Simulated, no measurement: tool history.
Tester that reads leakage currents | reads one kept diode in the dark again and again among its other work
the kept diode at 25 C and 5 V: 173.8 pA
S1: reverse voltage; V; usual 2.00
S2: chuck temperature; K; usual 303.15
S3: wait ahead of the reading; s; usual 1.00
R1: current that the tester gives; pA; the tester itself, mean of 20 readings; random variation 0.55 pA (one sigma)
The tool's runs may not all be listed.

{"run": 1, "hour": 0.0, "S1": 2.0, "S2": 303.15, "S3": 1.0, "R1": 164.01}
{"run": 2, "hour": 99.4, "S1": 2.0, "S2": 310.15, "S3": 1.0, "R1": 302.74}
{"run": 3, "hour": 231.4, "S1": 2.0, "S2": 310.15, "S3": 1.0, "R1": 301.16}
{"run": 4, "hour": 301.2, "S1": 2.0, "S2": 310.15, "S3": 3.45, "R1": 301.05}
{"run": 5, "hour": 373.3, "S1": 2.0, "S2": 310.15, "S3": 3.45, "R1": 300.43}
{"run": 6, "hour": 502.3, "S1": 2.0, "S2": 310.15, "S3": 3.45, "R1": 298.56}
{"run": 7, "hour": 640.8, "S1": 2.0, "S2": 310.15, "S3": 3.45, "R1": 296.48}
{"run": 8, "hour": 751.6, "S1": 2.0, "S2": 294.15, "S3": 1.0, "R1": 70.47}
{"run": 9, "hour": 833.6, "S1": 2.0, "S2": 294.15, "S3": 0.33, "R1": 70.88}
{"run": 10, "hour": 942.3, "S1": 2.0, "S2": 297.15, "S3": 0.33, "R1": 92.88}
{"run": 11, "hour": 1048.1, "S1": 2.0, "S2": 303.15, "S3": 1.41, "R1": 156.83}
{"run": 12, "hour": 1166.6, "S1": 2.0, "S2": 303.15, "S3": 1.41, "R1": 156.52}
{"run": 13, "hour": 1233.1, "S1": 13.36, "S2": 303.15, "S3": 1.0, "R1": 384.11}
{"run": 14, "hour": 1340.3, "S1": 2.0, "S2": 303.15, "S3": 0.66, "R1": 157.14}
{"run": 15, "hour": 1458.6, "S1": 2.0, "S2": 303.15, "S3": 0.66, "R1": 154.91}
{"hour": 1471.8, "done": "chuck's temperature calibrated"}
{"run": 16, "hour": 1580.2, "S1": 2.0, "S2": 303.15, "S3": 0.66, "R1": 144.83}
{"run": 17, "hour": 1673.0, "S1": 2.0, "S2": 303.15, "S3": 0.66, "R1": 144.22}
{"run": 18, "hour": 1784.9, "S1": 2.34, "S2": 303.15, "S3": 0.66, "R1": 155.06}
{"run": 19, "hour": 1850.5, "S1": 2.34, "S2": 303.15, "S3": 0.66, "R1": 154.69}
{"hour": 1890.2, "done": "probe card cleaned and baked"}
{"run": 20, "hour": 1934.7, "S1": 2.0, "S2": 296.15, "S3": 1.0, "R1": 72.56}
{"run": 21, "hour": 2030.9, "S1": 2.0, "S2": 302.15, "S3": 1.94, "R1": 127.43}
{"run": 22, "hour": 2111.7, "S1": 7.23, "S2": 329.15, "S3": 1.0, "R1": 2238.9}
{"hour": 2247.1, "done": "chuck's temperature calibrated, once more"}
{"run": 23, "hour": 2250.8, "S1": 3.42, "S2": 305.15, "S3": 1.0, "R1": 281.22}
{"run": 24, "hour": 2375.0, "S1": 3.42, "S2": 305.15, "S3": 1.0, "R1": 280.74}
{"run": 25, "hour": 2509.0, "S1": 2.0, "S2": 296.15, "S3": 1.0, "R1": 95.91}
{"run": 26, "hour": 2582.9, "S1": 2.0, "S2": 296.15, "S3": 1.0, "R1": 96.07}
{"run": 27, "hour": 2653.1, "S1": 4.12, "S2": 326.15, "S3": 1.0, "R1": 1722.4}
{"run": 28, "hour": 2715.2, "S1": 5.5, "S2": 319.15, "S3": 6.99, "R1": 1117.22}
{"run": 29, "hour": 2792.6, "S1": 15.02, "S2": 305.15, "S3": 1.0, "R1": 542.72}
{"run": 30, "hour": 2864.2, "S1": 10.11, "S2": 323.15, "S3": 1.0, "R1": 2032.05}
{"run": 31, "hour": 2953.5, "S1": 10.11, "S2": 323.15, "S3": 1.0, "R1": 2020.23}
{"run": 32, "hour": 3031.8, "S1": 10.11, "S2": 323.15, "S3": 1.0, "R1": 2021.72}
{"run": 33, "hour": 3141.4, "S1": 1.18, "S2": 296.15, "S3": 0.34, "R1": 73.91}
{"run": 34, "hour": 3239.3, "S1": 1.18, "S2": 296.15, "S3": 7.73, "R1": 73.2}
{"run": 35, "hour": 3357.9, "S1": 2.0, "S2": 314.15, "S3": 5.63, "R1": 458.35}
{"run": 36, "hour": 3482.5, "S1": 2.0, "S2": 318.15, "S3": 2.02, "R1": 632.12}
{"run": 37, "hour": 3540.8, "S1": 2.0, "S2": 318.15, "S3": 2.02, "R1": 629.33}
{"run": 38, "hour": 3682.8, "S1": 2.0, "S2": 318.15, "S3": 2.02, "R1": 630.1}
{"run": 39, "hour": 3776.5, "S1": 7.94, "S2": 303.15, "S3": 1.63, "R1": 326.1}
{"run": 40, "hour": 3846.6, "S1": 7.94, "S2": 303.15, "S3": 1.63, "R1": 327.17}

Forecast each of these 3 alternatives for the next run:
{"run": "A", "hour": 3930.5, "S1": 5.67, "S2": 325.15, "S3": 2.01, "R1": "?"}
{"run": "B", "hour": 3930.5, "S1": 2.0, "S2": 297.15, "S3": 1.75, "R1": "?"}
{"run": "C", "hour": 3930.5, "S1": 8.02, "S2": 303.15, "S3": 1.22, "R1": "?"}

run=A R1=1747.27
run=B R1=99.49
run=C R1=327.85
Without the tool's hidden state the same runs would have given:
run=A R1=1828.81
run=B R1=104.56
run=C R1=343.06

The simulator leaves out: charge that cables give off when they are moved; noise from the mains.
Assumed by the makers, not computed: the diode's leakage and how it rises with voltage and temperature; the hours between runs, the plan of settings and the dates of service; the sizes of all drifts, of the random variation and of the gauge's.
